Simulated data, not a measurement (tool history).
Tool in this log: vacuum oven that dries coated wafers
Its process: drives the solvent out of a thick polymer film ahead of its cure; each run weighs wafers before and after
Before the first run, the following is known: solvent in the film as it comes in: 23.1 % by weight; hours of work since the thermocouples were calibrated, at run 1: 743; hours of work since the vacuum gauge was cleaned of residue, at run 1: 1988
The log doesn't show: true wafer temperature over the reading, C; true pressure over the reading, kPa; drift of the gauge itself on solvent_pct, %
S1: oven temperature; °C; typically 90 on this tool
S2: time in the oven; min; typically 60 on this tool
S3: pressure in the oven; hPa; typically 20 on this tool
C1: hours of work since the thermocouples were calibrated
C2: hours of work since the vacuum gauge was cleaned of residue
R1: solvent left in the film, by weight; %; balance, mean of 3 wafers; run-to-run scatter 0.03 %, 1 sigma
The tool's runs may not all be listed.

Run 1, hour 0: usual settings; C1 743; C2 1988. Result: R1 1.4 %.
Run 2, hour 80.4: usual settings but S1 101 °C; C1 790; C2 2035. Result: R1 0.61 %.
Run 3, hour 140.8: usual settings but S2 42 min; C1 825; C2 2070. Result: R1 2.47 %.
Run 4, hour 184.5: usual settings but S2 42 min; C1 850; C2 2095. Result: R1 2.48 %.
Run 5, hour 251.3: usual settings but S2 42 min; C1 889; C2 2134. Result: R1 2.44 %.
Run 6, hour 335.3: usual settings but S2 42 min, S3 10.4 hPa; C1 938; C2 2183. Result: R1 2.21 %.
At hour 343.4: oven's thermocouples calibrated.
Run 7, hour 379.3: usual settings but S2 42 min, S3 10.4 hPa; C1 21; C2 2208. Result: R1 2.13 %.
Run 8, hour 456.4: usual settings but S2 42 min, S3 10.4 hPa; C1 66; C2 2253. Result: R1 2.05 %.
Run 9, hour 499.2: usual settings but S1 81 °C, S2 39 min, S3 49.4 hPa; C1 91; C2 2277. Result: R1 5.88 %.
Run 10, hour 547.1: usual settings but S1 85 °C, S2 37 min, S3 72.4 hPa; C1 119; C2 2305. Result: R1 5.6 %.
Run 11, hour 626.4: usual settings but S1 92 °C, S2 98 min, S3 78.3 hPa; C1 165; C2 2352. Result: R1 2.21 %.
Run 12, hour 666.4: usual settings but S2 93 min, S3 48.3 hPa; C1 188; C2 2375. Result: R1 1.61 %.
Run 13, hour 713.2: usual settings but S2 93 min, S3 48.3 hPa; C1 215; C2 2402. Result: R1 1.54 %.

Branching from run 13: 5 alternative next runs. What would each branch give?
Run A, hour 760.3: usual settings but S1 102 °C; C1 243; C2 2430. Result: R1 ?.
Run B, hour 760.3: usual settings but S3 12.9 hPa; C1 243; C2 2430. Result: R1 ?.
Run C, hour 760.3: usual settings but S1 85 °C, S2 93 min, S3 61.8 hPa; C1 243; C2 2430. Result: R1 ?.
Run D, hour 760.3: usual settings but S3 11.3 hPa; C1 243; C2 2430. Result: R1 ?.
Run E, hour 760.3: usual settings but S1 93 °C, S2 93 min, S3 48.3 hPa; C1 243; C2 2430. Result: R1 ?.

run    R1
  A  0.59
  B  1.13
  C  2.49
  D  1.12
  E  1.44
With no hidden state in the tool, these same runs would have given:
run    R1
  A  0.52
  B  1.16
  C  2.53
  D  1.15
  E  1.37

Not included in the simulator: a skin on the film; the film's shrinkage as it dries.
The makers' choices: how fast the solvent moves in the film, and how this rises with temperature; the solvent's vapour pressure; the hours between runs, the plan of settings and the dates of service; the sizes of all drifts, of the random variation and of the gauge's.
